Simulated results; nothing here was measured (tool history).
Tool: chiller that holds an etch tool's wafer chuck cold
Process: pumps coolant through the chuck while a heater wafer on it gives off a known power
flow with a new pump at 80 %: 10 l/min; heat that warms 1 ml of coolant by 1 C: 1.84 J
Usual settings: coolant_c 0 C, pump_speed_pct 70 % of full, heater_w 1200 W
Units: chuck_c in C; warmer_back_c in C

Run 1, hour 0.0: usual settings. Result: chuck_c 19.5 C, warmer_back_c 4.77 C.
Run 2, hour 48.7: usual settings but heater_w 904 W. Result: chuck_c 14.9 C, warmer_back_c 3.52 C.
At hour 107.1: chiller's thermometer calibrated.
Run 3, hour 133.6: usual settings but coolant_c 5 C. Result: chuck_c 24.1 C, warmer_back_c 4.77 C.
Run 4, hour 205.3: usual settings but coolant_c -1 C. Result: chuck_c 18.1 C, warmer_back_c 4.81 C.
Run 5, hour 297.4: usual settings but coolant_c -1 C. Result: chuck_c 18.1 C, warmer_back_c 4.83 C.
At hour 355.8: coolant changed, channels flushed.
Run 6, hour 412.5: usual settings but coolant_c -1 C. Result: chuck_c 16.3 C, warmer_back_c 4.80 C.
Run 7, hour 496.5: usual settings but pump_speed_pct 77 % of full. Result: chuck_c 16.3 C, warmer_back_c 4.44 C.
Run 8, hour 606.3: usual settings but coolant_c 1 C, pump_speed_pct 93 % of full. Result: chuck_c 15.0 C, warmer_back_c 3.72 C.
Run 9, hour 718.4: usual settings but coolant_c -5 C, pump_speed_pct 64 % of full. Result: chuck_c 13.9 C, warmer_back_c 5.25 C.
Run 10, hour 802.1: usual settings but coolant_c -5 C, pump_speed_pct 64 % of full. Result: chuck_c 14.2 C, warmer_back_c 5.30 C.
Run 11, hour 852.2: usual settings but coolant_c 2 C, pump_speed_pct 95 % of full, heater_w 1056 W. Result: chuck_c 14.5 C, warmer_back_c 3.16 C.
Run 12, hour 934.0: usual settings but coolant_c 2 C, pump_speed_pct 95 % of full, heater_w 1056 W. Result: chuck_c 14.3 C, warmer_back_c 3.16 C.
Run 13, hour 1003.7: usual settings but coolant_c -10 C, pump_speed_pct 65 % of full, heater_w 1540 W. Result: chuck_c 14.4 C, warmer_back_c 6.74 C.

5 ways to go on from here, each from the tool as it stands after run 13. What would each give?
Run A, hour 1100.3: usual settings but coolant_c 10 C, pump_speed_pct 67 % of full, heater_w 1679 W. Result: chuck_c ?, warmer_back_c ?.
Run B, hour 1100.3: usual settings but coolant_c -7 C, pump_speed_pct 72 % of full, heater_w 1231 W. Result: chuck_c ?, warmer_back_c ?.
Run C, hour 1100.3: usual settings but coolant_c -4 C, pump_speed_pct 65 % of full, heater_w 1540 W. Result: chuck_c ?, warmer_back_c ?.
Run D, hour 1100.3: usual settings but coolant_c -2 C, pump_speed_pct 61 % of full, heater_w 1160 W. Result: chuck_c ?, warmer_back_c ?.
Run E, hour 1100.3: usual settings but coolant_c -10 C. Result: chuck_c ?, warmer_back_c ?.

run  chuck_c  warmer_back_c
  A     36.2           7.12
  B     11.1           4.86
  C     20.4           6.71
  D     17.5           5.41
  E      8.3           4.84
Without the tool's hidden state the same runs would have given:
run  chuck_c  warmer_back_c
  A     33.5           6.49
  B      9.2           4.43
  C     17.9           6.11
  D     15.5           4.93
  E      6.5           4.41
